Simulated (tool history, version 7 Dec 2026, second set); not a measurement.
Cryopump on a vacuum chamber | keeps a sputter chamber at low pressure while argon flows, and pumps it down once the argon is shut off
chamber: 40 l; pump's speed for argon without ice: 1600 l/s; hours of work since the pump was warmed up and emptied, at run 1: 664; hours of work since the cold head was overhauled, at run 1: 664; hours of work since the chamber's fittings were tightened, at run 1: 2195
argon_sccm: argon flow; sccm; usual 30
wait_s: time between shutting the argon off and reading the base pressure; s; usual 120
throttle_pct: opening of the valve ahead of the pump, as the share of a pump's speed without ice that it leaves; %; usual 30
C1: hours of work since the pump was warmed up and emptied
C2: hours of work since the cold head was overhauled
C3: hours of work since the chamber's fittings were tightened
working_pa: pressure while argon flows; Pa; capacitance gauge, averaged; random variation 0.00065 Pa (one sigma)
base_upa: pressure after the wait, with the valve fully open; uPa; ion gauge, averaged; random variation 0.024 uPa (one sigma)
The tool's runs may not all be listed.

run 1 hour=0.0 | argon_sccm=30 wait_s=120 throttle_pct=30 | C1=664 C2=664 C3=2195 | working_pa=0.1084 base_upa=2.11
run 2 hour=25.5 | argon_sccm=30 wait_s=273 throttle_pct=30 | C1=678 C2=678 C3=2209 | working_pa=0.1091 base_upa=1.76
run 3 hour=49.8 | argon_sccm=15 wait_s=120 throttle_pct=30 | C1=691 C2=691 C3=2222 | working_pa=0.0540 base_upa=2.13
run 4 hour=65.3 | argon_sccm=15 wait_s=120 throttle_pct=30 | C1=700 C2=700 C3=2231 | working_pa=0.0534 base_upa=2.16
run 5 hour=90.2 | argon_sccm=15 wait_s=120 throttle_pct=30 | C1=714 C2=714 C3=2245 | working_pa=0.0547 base_upa=2.17
run 6 hour=114.2 | argon_sccm=15 wait_s=120 throttle_pct=30 | C1=727 C2=727 C3=2258 | working_pa=0.0538 base_upa=2.22
run 7 hour=132.9 | argon_sccm=15 wait_s=35 throttle_pct=30 | C1=737 C2=737 C3=2268 | working_pa=0.0551 base_upa=3.70
run 8 hour=147.6 | argon_sccm=30 wait_s=120 throttle_pct=33 | C1=745 C2=745 C3=2276 | working_pa=0.1009 base_upa=2.21
run 9 hour=179.1 | argon_sccm=30 wait_s=120 throttle_pct=33 | C1=763 C2=763 C3=2294 | working_pa=0.1005 base_upa=2.19
run 10 hour=201.5 | argon_sccm=30 wait_s=120 throttle_pct=30 | C1=775 C2=775 C3=2306 | working_pa=0.1096 base_upa=2.29
run 11 hour=216.2 | argon_sccm=30 wait_s=67 throttle_pct=30 | C1=783 C2=783 C3=2314 | working_pa=0.1106 base_upa=2.68
run 12 hour=231.4 | argon_sccm=30 wait_s=67 throttle_pct=30 | C1=792 C2=792 C3=2322 | working_pa=0.1091 base_upa=2.78
run 13 hour=257.1 | argon_sccm=30 wait_s=67 throttle_pct=30 | C1=806 C2=806 C3=2337 | working_pa=0.1102 base_upa=2.68
run 14 hour=271.5 | argon_sccm=30 wait_s=67 throttle_pct=30 | C1=814 C2=814 C3=2345 | working_pa=0.1099 base_upa=2.69
run 15 hour=294.1 | argon_sccm=30 wait_s=67 throttle_pct=30 | C1=826 C2=826 C3=2357 | working_pa=0.1092 base_upa=2.67

The next listed run, before its measurement:
run 16 hour=310.0 | argon_sccm=30 wait_s=120 throttle_pct=30 | C1=835 C2=835 C3=2366 | working_pa=? base_upa=?

working_pa: 0.1108 Pa
base_upa: 2.21 uPa
Without the tool's hidden state the same run would have given working_pa 0.1065 Pa, base_upa 0.81 uPa.
